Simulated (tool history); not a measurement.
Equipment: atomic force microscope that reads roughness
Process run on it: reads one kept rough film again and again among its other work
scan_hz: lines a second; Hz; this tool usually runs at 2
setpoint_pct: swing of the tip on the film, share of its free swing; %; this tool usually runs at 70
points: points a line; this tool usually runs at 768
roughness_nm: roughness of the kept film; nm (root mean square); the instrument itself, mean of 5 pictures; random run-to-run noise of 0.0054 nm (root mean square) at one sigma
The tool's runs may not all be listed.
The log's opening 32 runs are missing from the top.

run	hour	scan_hz	setpoint_pct	points	roughness_nm
33	537	2	70	728	0.921
34	548.5	2	70	728	0.912
35	566.5	1.81	70	768	0.918
# hour 580.5: new tip fitted
36	580.7	2	70	402	0.911
37	589.9	2	83	334	0.822
38	605.5	1.04	70	489	0.966
39	627.1	1.04	70	489	0.955
40	647.7	2	75	768	0.882

4 ways to go on from here, each from the tool as it stands after run 40. What would each give?
A	669.5	2	56	768	?
B	669.5	3.84	62	660	?
C	669.5	3.47	84	649	?
D	669.5	3.85	65	514	?

run	roughness_nm
A	0.972
B	0.89
C	0.705
D	0.865
Without the tool's unlogged condition, the same runs would have read:
run	roughness_nm
A	0.974
B	0.892
C	0.706
D	0.867

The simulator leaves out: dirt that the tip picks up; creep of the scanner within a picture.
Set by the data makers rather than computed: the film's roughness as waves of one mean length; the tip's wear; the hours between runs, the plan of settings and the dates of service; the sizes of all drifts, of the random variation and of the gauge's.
